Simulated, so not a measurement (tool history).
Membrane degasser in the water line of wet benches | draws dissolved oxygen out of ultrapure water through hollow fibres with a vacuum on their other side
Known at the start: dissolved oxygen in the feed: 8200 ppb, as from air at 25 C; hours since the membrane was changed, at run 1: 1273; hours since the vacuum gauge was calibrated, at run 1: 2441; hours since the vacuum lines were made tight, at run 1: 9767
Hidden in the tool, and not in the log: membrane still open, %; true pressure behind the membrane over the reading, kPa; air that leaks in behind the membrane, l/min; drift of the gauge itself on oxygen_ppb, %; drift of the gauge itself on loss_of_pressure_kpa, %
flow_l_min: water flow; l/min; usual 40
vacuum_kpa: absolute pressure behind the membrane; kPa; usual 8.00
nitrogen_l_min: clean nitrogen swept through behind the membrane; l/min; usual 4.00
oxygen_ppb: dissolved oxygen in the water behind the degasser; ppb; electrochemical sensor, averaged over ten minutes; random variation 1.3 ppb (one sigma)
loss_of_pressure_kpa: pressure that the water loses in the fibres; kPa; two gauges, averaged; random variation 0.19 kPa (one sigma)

run,hour,flow_l_min,vacuum_kpa,nitrogen_l_min,hours since the membrane was changed,hours since the vacuum gauge was calibrated,hours since the vacuum lines were made tight,oxygen_ppb,loss_of_pressure_kpa
1,0.0,40,8.00,4.00,1273,2441,9767,134.0,40.51
2,51.7,40,8.00,4.00,1325,2492,9818,134.2,40.67
3,103.5,40,8.00,4.00,1377,2544,9870,132.4,40.35
4,133.2,40,8.00,4.00,1407,2574,9900,131.3,41.04
5,191.3,40,8.00,4.00,1465,2632,9958,136.4,40.13
6,250.4,40,8.00,4.00,1524,2691,10017,134.3,40.39
7,308.3,40,8.00,4.00,1582,2749,10075,134.3,40.58
8,357.8,40,8.00,4.00,1631,2798,10124,135.7,40.57
9,402.4,40,8.00,4.00,1676,2843,10169,132.8,40.94
10,473.2,40,8.00,4.00,1747,2914,10240,134.3,40.63
11,544.5,42,8.00,1.83,1818,2985,10311,262.1,42.52
12,604.2,28,8.00,4.00,1878,3045,10371,90.1,28.25
13,668.2,61,8.15,2.50,1942,3109,10435,321.8,61.86
14,739.8,58,5.31,1.63,2013,3180,10506,216.8,59.44

Run 15 comes next. What will it give?
15,790.2,43,8.00,4.00,2064,3231,10557,?,?

oxygen_ppb: 145.8 ppb
loss_of_pressure_kpa: 43.67 kPa
Without the tool's hidden state the same run would have given oxygen_ppb 138.4 ppb, loss_of_pressure_kpa 43.25 kPa.

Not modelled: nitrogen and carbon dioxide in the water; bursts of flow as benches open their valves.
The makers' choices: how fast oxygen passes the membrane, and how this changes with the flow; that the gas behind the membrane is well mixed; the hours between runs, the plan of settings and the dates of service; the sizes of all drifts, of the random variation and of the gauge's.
